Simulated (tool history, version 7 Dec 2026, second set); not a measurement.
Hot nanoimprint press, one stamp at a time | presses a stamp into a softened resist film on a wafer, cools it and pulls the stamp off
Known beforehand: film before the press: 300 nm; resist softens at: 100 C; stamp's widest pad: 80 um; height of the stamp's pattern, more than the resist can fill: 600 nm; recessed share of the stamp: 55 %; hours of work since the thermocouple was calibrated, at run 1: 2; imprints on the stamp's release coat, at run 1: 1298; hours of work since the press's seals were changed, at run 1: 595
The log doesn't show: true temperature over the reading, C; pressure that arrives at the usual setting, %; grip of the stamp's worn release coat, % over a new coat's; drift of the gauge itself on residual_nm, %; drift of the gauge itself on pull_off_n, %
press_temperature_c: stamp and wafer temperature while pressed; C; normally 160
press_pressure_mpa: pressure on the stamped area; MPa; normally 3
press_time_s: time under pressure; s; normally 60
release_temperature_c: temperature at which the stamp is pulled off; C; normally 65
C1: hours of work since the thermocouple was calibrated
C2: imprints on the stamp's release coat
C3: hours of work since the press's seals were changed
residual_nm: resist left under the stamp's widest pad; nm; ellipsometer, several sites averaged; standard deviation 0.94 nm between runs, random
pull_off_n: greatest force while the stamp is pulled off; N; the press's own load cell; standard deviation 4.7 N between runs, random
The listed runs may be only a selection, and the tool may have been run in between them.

run 1 hour=0 | press_temperature_c=160 press_pressure_mpa=3 press_time_s=60 release_temperature_c=65 | C1=2 C2=1298 C3=595 | residual_nm=133.2 pull_off_n=269
run 2 hour=70.6 | press_temperature_c=160 press_pressure_mpa=3 press_time_s=60 release_temperature_c=65 | C1=51 C2=1488 C3=645 | residual_nm=130.4 pull_off_n=275
-- hour=100.4 stamp cleaned and given a new release coat
run 3 hour=115.7 | press_temperature_c=160 press_pressure_mpa=3 press_time_s=106 release_temperature_c=65 | C1=78 C2=41 C3=672 | residual_nm=102.1 pull_off_n=242
run 4 hour=154.6 | press_temperature_c=160 press_pressure_mpa=3 press_time_s=106 release_temperature_c=65 | C1=105 C2=145 C3=699 | residual_nm=100.1 pull_off_n=252
run 5 hour=229.7 | press_temperature_c=160 press_pressure_mpa=4.78 press_time_s=60 release_temperature_c=65 | C1=157 C2=347 C3=751 | residual_nm=102.2 pull_off_n=241
run 6 hour=302.3 | press_temperature_c=160 press_pressure_mpa=4.78 press_time_s=60 release_temperature_c=65 | C1=208 C2=542 C3=802 | residual_nm=101.9 pull_off_n=241
run 7 hour=364.8 | press_temperature_c=160 press_pressure_mpa=3 press_time_s=90 release_temperature_c=65 | C1=252 C2=710 C3=845 | residual_nm=102.9 pull_off_n=253
run 8 hour=416.9 | press_temperature_c=160 press_pressure_mpa=3 press_time_s=60 release_temperature_c=65 | C1=288 C2=850 C3=882 | residual_nm=120.3 pull_off_n=249
-- hour=461.6 press's hydraulic seals changed and the load cell set to zero
run 9 hour=471.5 | press_temperature_c=160 press_pressure_mpa=3 press_time_s=60 release_temperature_c=65 | C1=320 C2=975 C3=7 | residual_nm=116.7 pull_off_n=261
run 10 hour=513.3 | press_temperature_c=160 press_pressure_mpa=3 press_time_s=60 release_temperature_c=57 | C1=349 C2=1088 C3=36 | residual_nm=116.9 pull_off_n=272
-- hour=569.7 plate thermocouple calibrated
run 11 hour=590.4 | press_temperature_c=160 press_pressure_mpa=3 press_time_s=42 release_temperature_c=67 | C1=14 C2=1287 C3=88 | residual_nm=125.8 pull_off_n=251
run 12 hour=645.8 | press_temperature_c=160 press_pressure_mpa=3 press_time_s=42 release_temperature_c=67 | C1=53 C2=1436 C3=126 | residual_nm=125 pull_off_n=258
-- hour=693.9 stamp cleaned and given a new release coat
run 13 hour=709.1 | press_temperature_c=155 press_pressure_mpa=1.8 press_time_s=34 release_temperature_c=65 | C1=93 C2=40 C3=166 | residual_nm=210.5 pull_off_n=235
run 14 hour=793.6 | press_temperature_c=155 press_pressure_mpa=1.8 press_time_s=34 release_temperature_c=65 | C1=152 C2=268 C3=225 | residual_nm=208.1 pull_off_n=237
run 15 hour=851.9 | press_temperature_c=153 press_pressure_mpa=3.28 press_time_s=44 release_temperature_c=65 | C1=192 C2=424 C3=266 | residual_nm=175.2 pull_off_n=241
run 16 hour=939.6 | press_temperature_c=163 press_pressure_mpa=2.1 press_time_s=60 release_temperature_c=70 | C1=253 C2=660 C3=327 | residual_nm=96 pull_off_n=237
-- hour=981.6 plate thermocouple calibrated, once more
run 17 hour=1025 | press_temperature_c=168 press_pressure_mpa=2.46 press_time_s=44 release_temperature_c=65 | C1=30 C2=881 C3=384 | residual_nm=97.5 pull_off_n=258

Selected run-to-run steps in residual_nm, each split into two signed amounts: the part the tool would show with no hidden state at all (from settings, incoming material and random variation), and the remainder, which goes to the hidden state together with any gauge scatter not common to the measured and the hidden-state-free results:
Run 12 -> 13: press_temperature_c 160 -> 155, press_pressure_mpa 3 -> 1.8, press_time_s 42 -> 34, release_temperature_c 67 -> 65, stamp cleaned and given a new release coat. residual_nm +85.5 nm: hidden state -1.1, all else +86.6.
Run 16 -> 17: press_temperature_c 163 -> 168, press_pressure_mpa 2.1 -> 2.46, press_time_s 60 -> 44, release_temperature_c 70 -> 65, plate thermocouple calibrated, once more. residual_nm +1.5 nm: hidden state +30.8, all else -29.3.

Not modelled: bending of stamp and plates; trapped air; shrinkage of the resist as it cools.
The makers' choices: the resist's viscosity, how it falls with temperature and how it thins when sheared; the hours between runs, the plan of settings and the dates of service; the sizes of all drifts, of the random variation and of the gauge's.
